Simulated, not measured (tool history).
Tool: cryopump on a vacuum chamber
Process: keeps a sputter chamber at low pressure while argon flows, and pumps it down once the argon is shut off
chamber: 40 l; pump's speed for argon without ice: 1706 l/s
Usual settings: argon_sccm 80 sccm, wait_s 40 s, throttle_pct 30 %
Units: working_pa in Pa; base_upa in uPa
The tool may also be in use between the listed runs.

run,hour,argon_sccm,wait_s,throttle_pct,working_pa,base_upa
1,0.0,80,40,30,0.2783,1.75
2,66.7,80,40,30,0.2777,1.82
3,108.3,80,40,53,0.1650,1.84
4,185.7,80,40,30,0.2812,1.81
5,243.7,32,40,30,0.1135,1.86
6,318.7,32,40,30,0.1140,1.88
7,354.1,55,40,30,0.1960,1.85
8,407.8,55,137,26,0.2231,0.92
9,482.5,87,248,25,0.3676,0.76
10,530.6,87,248,25,0.3668,0.82

Measured less the same run without the tool's hidden state. The same run-to-run variation is in both; the gauge's scatter may not be:
The hidden state here: pump's speed, % of a pump's without ice; cold plate's temperature, K; leak into the chamber, uPa l/s; drift of the gauge itself on working_pa, %; drift of the gauge itself on base_upa, %.
run,working_pa,base_upa
1,+0.0134,+0.25
2,+0.0145,+0.26
3,+0.0154,+0.28
4,+0.0169,+0.29
5,+0.0073,+0.31
6,+0.0078,+0.34
7,+0.0139,+0.34
8,+0.0146,+0.38
9,+0.0246,+0.38
10,+0.0257,+0.40
